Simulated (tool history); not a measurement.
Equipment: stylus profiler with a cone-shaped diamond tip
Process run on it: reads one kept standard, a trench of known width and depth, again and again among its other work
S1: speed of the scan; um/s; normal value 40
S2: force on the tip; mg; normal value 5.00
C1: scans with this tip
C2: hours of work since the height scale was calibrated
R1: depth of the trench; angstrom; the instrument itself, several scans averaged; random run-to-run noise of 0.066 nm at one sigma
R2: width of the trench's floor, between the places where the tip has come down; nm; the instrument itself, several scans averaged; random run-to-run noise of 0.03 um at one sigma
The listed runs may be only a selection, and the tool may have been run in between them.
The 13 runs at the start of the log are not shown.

{"run": 14, "day": 23.146, "S1": 114, "S2": 5.0, "C1": 4815, "C2": 453, "R1": 2022.8, "R2": 47380}
{"run": 15, "day": 25.362, "S1": 114, "S2": 3.49, "C1": 5054, "C2": 476, "R1": 2016.9, "R2": 47200}
{"run": 16, "day": 26.654, "S1": 40, "S2": 2.0, "C1": 5194, "C2": 489, "R1": 2011.0, "R2": 47530}
{"run": 17, "day": 28.988, "S1": 40, "S2": 2.0, "C1": 5446, "C2": 513, "R1": 2010.3, "R2": 47440}
{"run": 18, "day": 30.892, "S1": 40, "S2": 5.0, "C1": 5651, "C2": 532, "R1": 2021.5, "R2": 47540}
{"run": 19, "day": 33.229, "S1": 32, "S2": 14.71, "C1": 5904, "C2": 556, "R1": 2050.6, "R2": 47660}
{"run": 20, "day": 35.138, "S1": 16, "S2": 2.06, "C1": 6110, "C2": 575, "R1": 2011.6, "R2": 47570}
{"run": 21, "day": 36.504, "S1": 71, "S2": 8.83, "C1": 6258, "C2": 589, "R1": 2034.6, "R2": 47440}
{"run": 22, "day": 38.554, "S1": 71, "S2": 4.33, "C1": 6479, "C2": 610, "R1": 2020.6, "R2": 47340}
{"day": 38.671, "done": "height scale calibrated on a step standard"}
{"run": 23, "day": 39.633, "S1": 154, "S2": 9.97, "C1": 6593, "C2": 10, "R1": 2036.4, "R2": 47120}
{"run": 24, "day": 41.471, "S1": 154, "S2": 9.97, "C1": 6792, "C2": 28, "R1": 2036.2, "R2": 47170}
{"day": 42.754, "done": "height scale calibrated on a step standard, once more"}
{"run": 25, "day": 43.708, "S1": 86, "S2": 10.53, "C1": 7031, "C2": 10, "R1": 2044.4, "R2": 47350}
{"run": 26, "day": 46.046, "S1": 13, "S2": 9.78, "C1": 7284, "C2": 33, "R1": 2041.9, "R2": 47520}
{"run": 27, "day": 47.604, "S1": 15, "S2": 4.89, "C1": 7452, "C2": 49, "R1": 2026.6, "R2": 47460}
{"run": 28, "day": 48.642, "S1": 15, "S2": 4.89, "C1": 7564, "C2": 60, "R1": 2027.1, "R2": 47440}
{"run": 29, "day": 50.179, "S1": 38, "S2": 6.98, "C1": 7730, "C2": 76, "R1": 2032.2, "R2": 47450}
{"run": 30, "day": 51.821, "S1": 20, "S2": 5.0, "C1": 7907, "C2": 92, "R1": 2025.6, "R2": 47460}
{"run": 31, "day": 53.771, "S1": 17, "S2": 3.62, "C1": 8118, "C2": 112, "R1": 2019.7, "R2": 47440}
{"run": 32, "day": 54.933, "S1": 17, "S2": 3.62, "C1": 8243, "C2": 124, "R1": 2020.9, "R2": 47440}
{"run": 33, "day": 57.233, "S1": 88, "S2": 3.66, "C1": 8492, "C2": 147, "R1": 2021.0, "R2": 47030}
{"run": 34, "day": 59.362, "S1": 76, "S2": 5.82, "C1": 8721, "C2": 169, "R1": 2028.1, "R2": 47150}
{"run": 35, "day": 61.75, "S1": 76, "S2": 5.82, "C1": 8979, "C2": 193, "R1": 2027.9, "R2": 47080}

What if the next run were any one of these 5? Each begins from the tool's condition after run 35:
{"day": 62.95, "done": "new tip fitted, height scale calibrated"}
{"run": "A", "day": 63.342, "S1": 63, "S2": 1.67, "C1": 42, "C2": 4, "R1": "?", "R2": "?"}
{"day": 62.95, "done": "new tip fitted, height scale calibrated"}
{"run": "B", "day": 63.342, "S1": 91, "S2": 13.9, "C1": 42, "C2": 4, "R1": "?", "R2": "?"}
{"day": 62.95, "done": "new tip fitted, height scale calibrated"}
{"run": "C", "day": 63.342, "S1": 41, "S2": 7.2, "C1": 42, "C2": 4, "R1": "?", "R2": "?"}
{"day": 62.95, "done": "new tip fitted, height scale calibrated"}
{"run": "D", "day": 63.342, "S1": 43, "S2": 6.77, "C1": 42, "C2": 4, "R1": "?", "R2": "?"}
{"day": 62.95, "done": "new tip fitted, height scale calibrated"}
{"run": "E", "day": 63.342, "S1": 126, "S2": 4.73, "C1": 42, "C2": 4, "R1": "?", "R2": "?"}

run=A R1=2012.2 R2=47780
run=B R1=2052.4 R2=48050
run=C R1=2034.5 R2=48090
run=D R1=2032.6 R2=48070
run=E R1=2025.7 R2=47750
Had the tool no hidden state, the same runs would have come out as:
run=A R1=2012.6 R2=47800
run=B R1=2052.8 R2=48080
run=C R1=2034.9 R2=48120
run=D R1=2033.0 R2=48100
run=E R1=2026.1 R2=47770
